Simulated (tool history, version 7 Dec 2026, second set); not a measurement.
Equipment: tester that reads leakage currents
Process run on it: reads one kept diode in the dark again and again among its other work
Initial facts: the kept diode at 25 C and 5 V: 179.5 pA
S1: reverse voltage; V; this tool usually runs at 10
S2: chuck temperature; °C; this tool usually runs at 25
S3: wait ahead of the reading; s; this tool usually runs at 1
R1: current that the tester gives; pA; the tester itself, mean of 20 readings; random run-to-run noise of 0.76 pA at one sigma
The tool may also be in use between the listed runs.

| run | hour | S1 | S2 | S3 | R1 |
|---|---|---|---|---|---|
| 1 | 0 | 10 | 25 | 1 | 282.09 |
|  | 75.6 | chuck's temperature calibrated |
| 2 | 89.4 | 10 | 25 | 1 | 258.49 |
| 3 | 177.8 | 10 | 25 | 7 | 256.69 |
| 4 | 269.4 | 2.1 | 25 | 1 | 122.33 |
| 5 | 348.6 | 10 | 25 | 1 | 260.1 |
| 6 | 441.8 | 10 | 25 | 1 | 261.42 |
| 7 | 518.2 | 10 | 25 | 1 | 263.07 |
| 8 | 562.9 | 3.2 | 25 | 1 | 151.97 |
| 9 | 621.6 | 3.2 | 25 | 1 | 151.99 |
| 10 | 690.4 | 3.2 | 25 | 1 | 152.77 |
| 11 | 783 | 3.2 | 25 | 1 | 152.79 |
| 12 | 826.2 | 13 | 25 | 1 | 303.73 |
| 13 | 871 | 10 | 35 | 1 | 645.2 |
|  | 881.5 | probe card cleaned and baked |
| 14 | 917.9 | 10 | 25 | 1 | 268.2 |
| 15 | 1013 | 10 | 25 | 1 | 270.37 |
| 16 | 1052.7 | 10 | 25 | 1 | 269.6 |
| 17 | 1122.3 | 10 | 25 | 0.57 | 274.36 |
|  | 1181.3 | probe card cleaned and baked, once more |
| 18 | 1195.3 | 10 | 25 | 0.57 | 269.92 |
| 19 | 1282.9 | 10 | 25 | 0.57 | 270.74 |
| 20 | 1327.5 | 3 | 25 | 0.31 | 152.43 |
| 21 | 1379.7 | 10 | 25 | 1.51 | 267.55 |
| 22 | 1466.3 | 10 | 25 | 1.51 | 269.5 |
| 23 | 1513 | 15.6 | 51 | 1 | 3025.93 |
| 24 | 1595.7 | 15.6 | 51 | 1 | 3044.44 |
| 25 | 1672.7 | 3.1 | 58 | 3.04 | 2409.91 |
| 26 | 1718.4 | 10 | 27 | 1 | 329.11 |
| 27 | 1762.2 | 2.9 | 47 | 0.66 | 996.26 |
| 28 | 1842 | 3 | 25 | 1.59 | 153.45 |
| 29 | 1906.3 | 3 | 25 | 1.59 | 153.61 |
| 30 | 2003.2 | 3 | 25 | 1.59 | 153.7 |
| 31 | 2088.4 | 3 | 35 | 1.59 | 377.61 |
| 32 | 2152.1 | 2.7 | 43 | 1.33 | 707.39 |
| 33 | 2211.2 | 10 | 33 | 3.74 | 566.26 |
| 34 | 2301.4 | 1 | 25 | 3.74 | 91.79 |
| 35 | 2394 | 1 | 25 | 3.74 | 92.59 |
| 36 | 2437.5 | 1 | 25 | 3.74 | 92.67 |
| 37 | 2521.8 | 10 | 55 | 0.46 | 3442.16 |
| 38 | 2611.4 | 1.3 | 24 | 4.69 | 96.38 |

Some steps in R1 between neighbouring runs. How much of each would the tool show without its hidden state too (settings, what came in, random variation), and how much is left for the hidden state, with any gauge scatter that isn't in both results?
The hidden state here: stray current of the dirty probe card, pA a volt; current scale over the true one, %; true chuck temperature over the reading, C; drift of the gauge itself on leakage_pa, %.
Run 22 -> 23: S1 10 -> 15.6, S2 25 -> 51, S3 1.51 -> 1. R1 +2756.43 pA: hidden state +153.47, all else +2602.96.
Run 36 -> 37: S1 1 -> 10, S2 25 -> 55, S3 3.74 -> 0.46. R1 +3349.49 pA: hidden state +284.32, all else +3065.17.
Run 37 -> 38: S1 10 -> 1.3, S2 55 -> 24, S3 0.46 -> 4.69. R1 -3345.78 pA: hidden state -283.26, all else -3062.52.
